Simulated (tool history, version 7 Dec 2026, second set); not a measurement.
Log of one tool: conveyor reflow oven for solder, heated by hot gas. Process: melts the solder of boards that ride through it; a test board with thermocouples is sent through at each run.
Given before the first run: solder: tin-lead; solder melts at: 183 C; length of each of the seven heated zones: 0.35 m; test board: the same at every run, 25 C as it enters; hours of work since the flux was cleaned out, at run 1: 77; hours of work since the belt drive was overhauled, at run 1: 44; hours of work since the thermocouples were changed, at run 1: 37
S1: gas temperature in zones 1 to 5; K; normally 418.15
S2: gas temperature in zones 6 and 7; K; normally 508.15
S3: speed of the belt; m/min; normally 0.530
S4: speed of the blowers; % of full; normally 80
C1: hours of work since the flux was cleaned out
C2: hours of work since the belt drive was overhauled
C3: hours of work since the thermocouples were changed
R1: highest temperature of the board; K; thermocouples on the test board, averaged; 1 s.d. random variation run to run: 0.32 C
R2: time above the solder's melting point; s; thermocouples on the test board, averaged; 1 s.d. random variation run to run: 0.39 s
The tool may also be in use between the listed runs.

{"run": 1, "hour": 0.0, "S1": 418.15, "S2": 508.15, "S3": 0.53, "S4": 80, "C1": 77, "C2": 44, "C3": 37, "R1": 494.65, "R2": 65.6}
{"run": 2, "hour": 6.3, "S1": 418.15, "S2": 508.15, "S3": 0.53, "S4": 80, "C1": 80, "C2": 47, "C3": 40, "R1": 493.65, "R2": 65.2}
{"run": 3, "hour": 11.4, "S1": 418.15, "S2": 508.15, "S3": 0.53, "S4": 80, "C1": 82, "C2": 49, "C3": 43, "R1": 494.15, "R2": 65.5}
{"run": 4, "hour": 19.1, "S1": 418.15, "S2": 508.15, "S3": 0.53, "S4": 80, "C1": 86, "C2": 53, "C3": 47, "R1": 494.55, "R2": 64.8}
{"run": 5, "hour": 27.2, "S1": 418.15, "S2": 508.15, "S3": 0.53, "S4": 80, "C1": 90, "C2": 57, "C3": 51, "R1": 493.65, "R2": 65.3}
{"run": 6, "hour": 32.1, "S1": 418.15, "S2": 508.15, "S3": 0.555, "S4": 80, "C1": 93, "C2": 60, "C3": 53, "R1": 493.15, "R2": 62.3}
{"run": 7, "hour": 37.0, "S1": 418.15, "S2": 508.15, "S3": 0.555, "S4": 80, "C1": 95, "C2": 62, "C3": 56, "R1": 492.35, "R2": 61.5}
{"run": 8, "hour": 43.9, "S1": 418.15, "S2": 508.15, "S3": 0.555, "S4": 80, "C1": 98, "C2": 66, "C3": 59, "R1": 492.95, "R2": 61.3}
{"run": 9, "hour": 52.9, "S1": 418.15, "S2": 508.15, "S3": 0.555, "S4": 80, "C1": 103, "C2": 70, "C3": 63, "R1": 493.15, "R2": 61.2}
{"run": 10, "hour": 58.7, "S1": 418.15, "S2": 508.15, "S3": 0.555, "S4": 80, "C1": 106, "C2": 73, "C3": 66, "R1": 492.65, "R2": 61.1}
{"run": 11, "hour": 66.2, "S1": 418.15, "S2": 508.15, "S3": 0.582, "S4": 80, "C1": 109, "C2": 77, "C3": 70, "R1": 490.95, "R2": 57.1}
{"run": 12, "hour": 76.1, "S1": 418.15, "S2": 508.15, "S3": 0.549, "S4": 57, "C1": 114, "C2": 82, "C3": 75, "R1": 489.55, "R2": 58.8}
{"run": 13, "hour": 82.1, "S1": 418.15, "S2": 508.15, "S3": 0.53, "S4": 54, "C1": 117, "C2": 84, "C3": 78, "R1": 490.25, "R2": 61.6}
{"run": 14, "hour": 88.3, "S1": 431.15, "S2": 511.15, "S3": 0.533, "S4": 76, "C1": 120, "C2": 88, "C3": 81, "R1": 497.75, "R2": 73.3}
{"run": 15, "hour": 97.8, "S1": 431.15, "S2": 523.15, "S3": 0.533, "S4": 87, "C1": 125, "C2": 92, "C3": 86, "R1": 510.45, "R2": 78.5}
{"run": 16, "hour": 104.7, "S1": 407.15, "S2": 523.15, "S3": 0.533, "S4": 89, "C1": 129, "C2": 96, "C3": 89, "R1": 507.35, "R2": 68.7}
{"run": 17, "hour": 112.7, "S1": 418.15, "S2": 508.15, "S3": 0.53, "S4": 87, "C1": 133, "C2": 100, "C3": 93, "R1": 494.75, "R2": 66.5}
{"run": 18, "hour": 120.4, "S1": 418.15, "S2": 509.15, "S3": 0.516, "S4": 84, "C1": 136, "C2": 103, "C3": 97, "R1": 495.95, "R2": 68.5}
{"run": 19, "hour": 125.7, "S1": 418.15, "S2": 509.15, "S3": 0.516, "S4": 84, "C1": 139, "C2": 106, "C3": 100, "R1": 495.95, "R2": 68.9}
{"run": 20, "hour": 130.1, "S1": 428.15, "S2": 508.15, "S3": 0.53, "S4": 67, "C1": 141, "C2": 108, "C3": 102, "R1": 494.55, "R2": 69.5}

Each row is a separate what-if for the run after 20, all from the same tool condition, not one after another. Results?
{"run": "A", "hour": 134.7, "S1": 427.15, "S2": 508.15, "S3": 0.531, "S4": 67, "C1": 143, "C2": 111, "C3": 104, "R1": "?", "R2": "?"}
{"run": "B", "hour": 134.7, "S1": 428.15, "S2": 508.15, "S3": 0.53, "S4": 62, "C1": 143, "C2": 111, "C3": 104, "R1": "?", "R2": "?"}
{"run": "C", "hour": 134.7, "S1": 418.15, "S2": 508.15, "S3": 0.53, "S4": 64, "C1": 143, "C2": 111, "C3": 104, "R1": "?", "R2": "?"}
{"run": "D", "hour": 134.7, "S1": 428.15, "S2": 515.15, "S3": 0.632, "S4": 85, "C1": 143, "C2": 111, "C3": 104, "R1": "?", "R2": "?"}

run=A R1=493.65 R2=69.6
run=B R1=493.35 R2=68.9
run=C R1=492.65 R2=63.3
run=D R1=496.95 R2=59.8
Without the tool's unlogged condition, the same runs would have read:
run=A R1=494.45 R2=70.1
run=B R1=494.15 R2=69.3
run=C R1=493.45 R2=63.9
run=D R1=497.95 R2=60.2
